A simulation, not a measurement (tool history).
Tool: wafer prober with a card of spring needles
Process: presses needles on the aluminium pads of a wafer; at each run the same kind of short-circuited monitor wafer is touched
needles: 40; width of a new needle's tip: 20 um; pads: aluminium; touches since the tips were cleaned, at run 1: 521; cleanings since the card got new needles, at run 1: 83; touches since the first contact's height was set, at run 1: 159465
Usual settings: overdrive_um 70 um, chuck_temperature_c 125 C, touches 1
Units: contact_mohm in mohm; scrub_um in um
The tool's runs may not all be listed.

| run | hour | overdrive_um | chuck_temperature_c | touches | touches since the tips were cleaned | cleanings since the card got new needles | touches since the first contact's height was set | contact_mohm | scrub_um |
|---|---|---|---|---|---|---|---|---|---|
| 1 | 0.0 | 70 | 125 | 1 | 521 | 83 | 159465 | 276 | 9.07 |
|  | 11.3 | tips cleaned on abrasive film |
| 2 | 13.5 | 70 | 125 | 1 | 724 | 84 | 163910 | 284 | 9.10 |
|  | 23.0 | tips cleaned on abrasive film |
|  | 33.8 | tips cleaned on abrasive film |
| 3 | 39.5 | 70 | 125 | 1 | 1923 | 86 | 172492 | 297 | 9.04 |
|  | 44.8 | tips cleaned on abrasive film |
|  | 56.5 | tips cleaned on abrasive film |
| 4 | 57.1 | 52 | 125 | 1 | 171 | 88 | 178240 | 289 | 6.59 |
|  | 64.1 | height of the first contact set anew |
|  | 68.3 | tips cleaned on abrasive film |
|  | 79.2 | tips cleaned on abrasive film |
| 5 | 80.0 | 70 | 26 | 1 | 247 | 90 | 5219 | 247 | 8.82 |
|  | 91.6 | tips cleaned on abrasive film |
|  | 102.2 | tips cleaned on abrasive film |
| 6 | 107.6 | 70 | 26 | 1 | 1784 | 92 | 14324 | 282 | 9.05 |
|  | 114.5 | tips cleaned on abrasive film |
| 7 | 122.6 | 70 | 125 | 3 | 2694 | 93 | 19270 | 282 | 9.04 |
|  | 126.6 | tips cleaned on abrasive film |
|  | 137.9 | tips cleaned on abrasive film |
| 8 | 137.9 | 70 | 125 | 3 | 0 | 95 | 24281 | 266 | 8.96 |
|  | 150.1 | tips cleaned on abrasive film |
| 9 | 155.0 | 70 | 32 | 1 | 1616 | 96 | 29913 | 278 | 8.93 |
|  | 161.7 | tips cleaned on abrasive film |
|  | 173.8 | tips cleaned on abrasive film |
| 10 | 173.8 | 70 | 125 | 1 | 0 | 98 | 36105 | 269 | 8.87 |
|  | 186.2 | tips cleaned on abrasive film |
|  | 194.1 | height of the first contact set anew, once more |
|  | 197.8 | tips cleaned on abrasive film |
| 11 | 203.2 | 70 | 125 | 1 | 1792 | 100 | 2983 | 302 | 9.46 |
|  | 209.2 | tips cleaned on abrasive film |
|  | 220.0 | tips cleaned on abrasive film |
| 12 | 220.0 | 70 | 125 | 1 | 0 | 102 | 8510 | 265 | 9.47 |
|  | 232.8 | tips cleaned on abrasive film |
| 13 | 240.0 | 70 | 125 | 1 | 2376 | 103 | 15099 | 298 | 9.48 |
|  | 243.8 | tips cleaned on abrasive film |
|  | 255.4 | tips cleaned on abrasive film |
| 14 | 260.9 | 70 | 125 | 1 | 1842 | 105 | 21990 | 291 | 9.33 |
|  | 267.8 | tips cleaned on abrasive film |
|  | 278.9 | tips cleaned on abrasive film |
| 15 | 278.9 | 70 | 125 | 1 | 0 | 107 | 27878 | 267 | 9.48 |

Forecast run 16:
|  | 289.7 | tips cleaned on abrasive film |
| 16 | 291.1 | 70 | 125 | 1 | 486 | 108 | 31926 | ? | ? |

{"run 16": {"contact_mohm": 277, "scrub_um": 9.57}}
Without the tool's hidden state the same run would have given contact_mohm 261 mohm, scrub_um 9.67 um.

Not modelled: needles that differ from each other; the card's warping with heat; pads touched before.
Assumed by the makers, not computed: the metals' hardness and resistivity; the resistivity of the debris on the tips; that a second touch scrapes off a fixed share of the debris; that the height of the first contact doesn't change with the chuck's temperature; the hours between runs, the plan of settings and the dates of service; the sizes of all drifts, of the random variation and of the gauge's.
